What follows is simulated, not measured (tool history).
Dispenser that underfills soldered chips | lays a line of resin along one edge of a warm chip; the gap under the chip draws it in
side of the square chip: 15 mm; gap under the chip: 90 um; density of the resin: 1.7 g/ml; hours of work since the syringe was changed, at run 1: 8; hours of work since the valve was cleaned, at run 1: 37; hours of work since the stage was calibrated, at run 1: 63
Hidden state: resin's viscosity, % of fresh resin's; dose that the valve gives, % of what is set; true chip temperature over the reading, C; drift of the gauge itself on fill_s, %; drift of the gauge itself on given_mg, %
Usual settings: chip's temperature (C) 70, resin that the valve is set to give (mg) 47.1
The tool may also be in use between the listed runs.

run   hour  chip's temperature (C)  resin that the valve is set to give (mg)  hours of work since the syringe was changed  hours of work since the valve was cleaned  hours of work since the stage was calibrated  time until the resin shows at the far edge (s)  resin that the valve gave (mg)
  1      0                      70                                      47.1                                            8                                         37                                            63                                           110.8                           46.25
  2    2.9                      70                                      47.1                                           10                                         39                                            65                                           128.8                           46.15
       5.8  -- new syringe of resin
  3    6.4                      70                                      47.1                                            0                                         41                                            67                                            59.6                           46.45
  4    9.7                      78                                      47.1                                            2                                         43                                            69                                            48.8                           45.85
  5     14                      78                                      47.1                                            5                                         46                                            72                                            59.9                           46.08
  6   18.4                      80                                      47.1                                            8                                         48                                            74                                            67.7                           46.17
  7   21.9                      80                                      47.1                                           10                                         50                                            76                                            81.4                           45.99
      25.3  -- new syringe of resin
  8   25.4                      57                                      47.1                                            0                                         52                                            78                                           104.7                           46.04
  9   29.5                      57                                      47.1                                            3                                         55                                            81                                           130.9                           45.84
 10   33.3                      57                                      47.9                                            5                                         57                                            83                                             156                           46.56
 11   36.2                      57                                      47.9                                            7                                         59                                            85                                           183.7                            47.1
 12   38.9                      70                                      47.1                                            8                                         61                                            87                                           111.8                           45.63
 13     42                      84                                      47.1                                           10                                         62                                            88                                            68.6                            45.7
      44.8  -- new syringe of resin
 14   46.4                      84                                      47.1                                            1                                         65                                            91                                            32.7                           45.72
 15   51.1                      84                                      47.1                                            4                                         68                                            94                                            41.3                            45.6
 16   54.6                      84                                      47.1                                            6                                         70                                            96                                            50.4                           45.64
 17   56.9                      84                                      47.1                                            7                                         71                                            97                                            55.6                           45.34
 18   61.1                      70                                      52.1                                           10                                         74                                           100                                           126.7                           50.25
      64.2  -- new syringe of resin
 19   65.2                      70                                      52.1                                            1                                         76                                           102                                            59.8                           49.97
 20   67.4                      77                                      51.1                                            2                                         78                                           104                                            48.2                           48.93
 21   69.4                      59                                      43.9                                            3                                         79                                           105                                           127.6                           42.21
 22   73.3                      55                                      47.1                                            6                                         81                                           107                                             184                            45.4
 23   77.5                      79                                      49.3                                            8                                         84                                           110                                            72.7                           47.52
 24   79.9                      68                                        53                                           10                                         85                                           111                                           135.6                           50.63
      83.6  -- new syringe of resin
 25   84.7                      68                                        53                                            1                                         88                                           114                                            66.3                           50.99
 26   88.9                      62                                      56.7                                            3                                         91                                           117                                           104.9                           54.35
 27   91.1                      61                                      49.9                                            5                                         92                                           118                                           126.3                           47.58
 28   95.8                      61                                      49.9                                            7                                         95                                           121                                           156.1                           48.05
 29    100                      61                                      47.9                                           10                                         97                                           123                                           197.1                            45.9
     102.8  -- new syringe of resin
 30    105                      70                                      51.1                                            1                                        100                                           126                                            61.9                           48.77
 31  107.1                      77                                        45                                            3                                        102                                           128                                            53.4                           43.07
 32  111.1                      77                                        45                                            5                                        104                                           130                                            63.7                           42.84
 33  114.5                      61                                      47.1                                            7                                        106                                           132                                             156                           44.76
 34  118.4                      73                                      47.1                                           10                                        109                                           134                                           109.2                           44.94
 35  121.1                      56                                        51                                           11                                        110                                           136                                           282.9                            48.4
     122.2  -- new syringe of resin
 36    125                      61                                      57.3                                            2                                        112                                           138                                            96.8                           54.31
 37  128.6                      69                                      41.4                                            4                                        115                                           141                                            86.9                           39.22

3 ways to go on from here, each from the tool as it stands after run 37. What would each give?
  A   132                      69                                      50.3                                            6                                        117                                           143                                               ?                               ?
  B   132                      62                                      47.1                                            6                                        117                                           143                                               ?                               ?
  C   132                      70                                        43                                            6                                        117                                           143                                               ?                               ?

run  time until the resin shows at the far edge (s)  resin that the valve gave (mg)
  A                                            98.2                           47.68
  B                                           139.6                           44.57
  C                                              97                            40.8
Without the tool's hidden state the same runs would have given:
run  time until the resin shows at the far edge (s)  resin that the valve gave (mg)
  A                                            59.3                           50.33
  B                                            84.1                           47.05
  C                                            58.1                           43.07
